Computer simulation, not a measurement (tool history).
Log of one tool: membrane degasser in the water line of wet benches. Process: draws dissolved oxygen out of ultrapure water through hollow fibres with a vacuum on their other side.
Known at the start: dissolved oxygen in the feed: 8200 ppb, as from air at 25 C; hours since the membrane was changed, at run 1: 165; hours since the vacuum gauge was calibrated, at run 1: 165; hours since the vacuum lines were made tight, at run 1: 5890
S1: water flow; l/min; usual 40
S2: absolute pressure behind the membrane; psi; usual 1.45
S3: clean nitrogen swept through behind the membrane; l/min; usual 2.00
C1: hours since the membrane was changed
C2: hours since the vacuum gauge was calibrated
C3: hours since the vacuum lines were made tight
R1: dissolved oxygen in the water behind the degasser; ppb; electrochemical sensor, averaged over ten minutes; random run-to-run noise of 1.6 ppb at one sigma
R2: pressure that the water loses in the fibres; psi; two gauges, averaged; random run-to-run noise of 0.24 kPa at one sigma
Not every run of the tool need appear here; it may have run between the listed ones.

run,day,S1,S2,S3,C1,C2,C3,R1,R2
1,0.000,40,1.45,2.00,165,165,5890,297.1,9.243
2,11.158,40,1.45,2.00,433,433,6158,296.5,9.285
3,18.483,40,1.45,2.00,609,609,6334,297.9,9.248
4,29.200,40,1.45,2.00,866,866,6591,297.3,9.233
5,41.579,40,1.45,2.00,1163,1163,6888,298.9,9.275
6,49.900,40,1.45,2.00,1363,1363,7088,297.6,9.221
7,63.021,40,1.45,2.00,1678,1678,7403,298.3,9.327
8,69.396,40,1.45,2.00,1830,1830,7556,297.8,9.262
9,77.767,40,1.45,2.00,2031,2031,7756,297.5,9.310
10,89.079,40,1.45,2.00,2303,2303,8028,296.4,9.239
# day 102.238: seals of the vacuum lines changed
11,103.938,40,2.61,2.00,2658,2658,41,615.0,9.364
12,110.550,40,2.61,2.00,2816,2816,200,621.6,9.248
13,124.546,40,2.61,2.00,3152,3152,535,617.8,9.200
14,132.304,40,2.61,2.00,3338,3338,722,621.4,9.316
15,145.629,40,2.61,2.00,3658,3658,1041,623.5,9.190
16,159.533,52,2.61,0.98,3992,3992,1375,1309.4,12.038
17,166.833,30,1.93,0.83,4167,4167,1550,695.0,6.975
18,176.050,59,1.36,0.83,4388,4388,1771,732.7,13.638
# day 176.962: vacuum gauge calibrated
19,190.467,46,2.41,1.47,4734,324,2117,815.3,10.637
20,201.400,46,2.41,1.47,4996,586,2379,811.5,10.673
21,214.871,46,2.41,1.47,5319,910,2703,814.9,10.726
22,229.279,54,1.45,2.54,5665,1256,3049,324.7,12.450
23,239.575,40,1.45,5.50,5912,1503,3296,120.9,9.272
24,250.454,51,0.99,1.18,6173,1764,3557,312.8,11.857
25,265.262,51,3.36,1.37,6529,2119,3912,1312.3,11.787
26,279.342,59,1.23,1.40,6867,2457,4250,450.3,13.679
27,289.521,59,2.09,0.82,7111,2701,4494,1256.0,13.768
28,297.754,27,1.45,2.00,7309,2899,4692,208.1,6.250

What differs in the tool's unlogged condition from the final listed run ahead of each entry between runs to the first listed run following it?
In the gap between runs 10 and 11: seals of the vacuum lines changed (day 102.238)
  air that leaks in behind the membrane, l/min: 0.0025 -> 0.002
In the gap between runs 18 and 19: vacuum gauge calibrated (day 176.962)
  both runs share identical hidden conditions
